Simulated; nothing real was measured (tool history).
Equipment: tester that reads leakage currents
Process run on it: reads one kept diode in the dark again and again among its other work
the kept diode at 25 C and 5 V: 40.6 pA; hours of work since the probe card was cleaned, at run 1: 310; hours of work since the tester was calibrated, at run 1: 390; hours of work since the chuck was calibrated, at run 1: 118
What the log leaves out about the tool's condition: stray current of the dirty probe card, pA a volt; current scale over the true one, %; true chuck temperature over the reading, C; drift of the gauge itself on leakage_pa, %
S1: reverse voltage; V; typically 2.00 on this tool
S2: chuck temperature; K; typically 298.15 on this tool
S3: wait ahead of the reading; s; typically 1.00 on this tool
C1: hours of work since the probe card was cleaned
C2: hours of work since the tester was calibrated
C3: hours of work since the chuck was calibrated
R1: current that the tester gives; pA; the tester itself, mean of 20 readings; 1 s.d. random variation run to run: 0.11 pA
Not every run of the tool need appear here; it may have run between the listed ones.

| run | day | S1 | S2 | S3 | C1 | C2 | C3 | R1 |
|---|---|---|---|---|---|---|---|---|
| 1 | 0.000 | 2.00 | 298.15 | 1.00 | 310 | 390 | 118 | 31.01 |
| 2 | 3.879 | 2.00 | 298.15 | 1.00 | 374 | 453 | 182 | 31.08 |
| 3 | 6.417 | 2.00 | 298.15 | 1.00 | 416 | 495 | 224 | 31.00 |
| 4 | 9.696 | 2.00 | 298.15 | 1.00 | 470 | 549 | 278 | 31.01 |
| 5 | 13.433 | 2.00 | 298.15 | 1.00 | 531 | 611 | 339 | 31.05 |
| 6 | 16.438 | 2.00 | 298.15 | 1.00 | 581 | 660 | 389 | 30.91 |
| 7 | 18.454 | 2.00 | 298.15 | 1.00 | 614 | 693 | 422 | 30.91 |
| 8 | 20.750 | 2.00 | 298.15 | 1.00 | 652 | 731 | 460 | 31.05 |
| 9 | 24.750 | 2.00 | 298.15 | 1.00 | 718 | 797 | 526 | 30.95 |
|  | 27.671 | chuck's temperature calibrated |
| 10 | 28.667 | 2.00 | 298.15 | 1.00 | 781 | 860 | 16 | 31.11 |
| 11 | 31.383 | 2.00 | 296.15 | 1.00 | 825 | 905 | 61 | 25.85 |
| 12 | 35.496 | 2.00 | 303.15 | 1.00 | 893 | 972 | 129 | 48.92 |
| 13 | 39.942 | 2.00 | 298.15 | 1.00 | 966 | 1045 | 202 | 31.04 |
| 14 | 44.200 | 2.00 | 298.15 | 1.00 | 1036 | 1115 | 272 | 31.12 |
| 15 | 47.325 | 2.00 | 298.15 | 1.00 | 1088 | 1167 | 323 | 30.97 |
| 16 | 51.417 | 2.00 | 298.15 | 4.14 | 1155 | 1234 | 391 | 30.66 |
| 17 | 55.029 | 2.00 | 308.15 | 0.35 | 1214 | 1294 | 450 | 76.35 |
| 18 | 59.425 | 2.00 | 297.15 | 1.00 | 1287 | 1366 | 522 | 28.23 |
|  | 62.600 | chuck's temperature calibrated |
| 19 | 63.867 | 2.00 | 297.15 | 1.00 | 1358 | 1438 | 21 | 28.22 |
| 20 | 67.683 | 13.64 | 311.15 | 1.84 | 1421 | 1500 | 84 | 177.30 |
| 21 | 70.183 | 18.80 | 308.15 | 0.36 | 1462 | 1542 | 125 | 159.64 |
| 22 | 72.488 | 1.11 | 329.15 | 0.33 | 1500 | 1579 | 163 | 351.80 |
|  | 72.833 | probe card cleaned and baked |
| 23 | 75.129 | 9.44 | 310.15 | 0.62 | 38 | 1621 | 204 | 146.24 |
| 24 | 78.846 | 1.87 | 298.15 | 2.97 | 99 | 1682 | 265 | 30.07 |
| 25 | 81.050 | 2.00 | 323.15 | 1.69 | 135 | 1718 | 301 | 263.74 |
| 26 | 84.121 | 3.93 | 309.15 | 5.40 | 186 | 1769 | 352 | 101.62 |
| 27 | 86.538 | 5.24 | 312.15 | 4.15 | 225 | 1808 | 392 | 143.93 |
| 28 | 88.992 | 2.80 | 318.15 | 2.40 | 266 | 1849 | 432 | 196.03 |

4 options for the next run, each taken on its own from the tool as it stands now. Forecast them:
| A | 92.554 | 2.80 | 327.15 | 0.83 | 324 | 1907 | 491 | ? |
| B | 92.554 | 2.00 | 315.15 | 1.00 | 324 | 1907 | 491 | ? |
| C | 92.554 | 5.31 | 305.15 | 2.76 | 324 | 1907 | 491 | ? |
| D | 92.554 | 1.77 | 320.15 | 0.36 | 324 | 1907 | 491 | ? |

| run | R1 |
|---|---|
| A | 403.50 |
| B | 137.43 |
| C | 78.40 |
| D | 200.58 |
The same runs, with their run-to-run variation unchanged, on a tool lacking any hidden condition would have given:
| run | R1 |
|---|---|
| A | 403.79 |
| B | 137.53 |
| C | 78.45 |
| D | 200.73 |

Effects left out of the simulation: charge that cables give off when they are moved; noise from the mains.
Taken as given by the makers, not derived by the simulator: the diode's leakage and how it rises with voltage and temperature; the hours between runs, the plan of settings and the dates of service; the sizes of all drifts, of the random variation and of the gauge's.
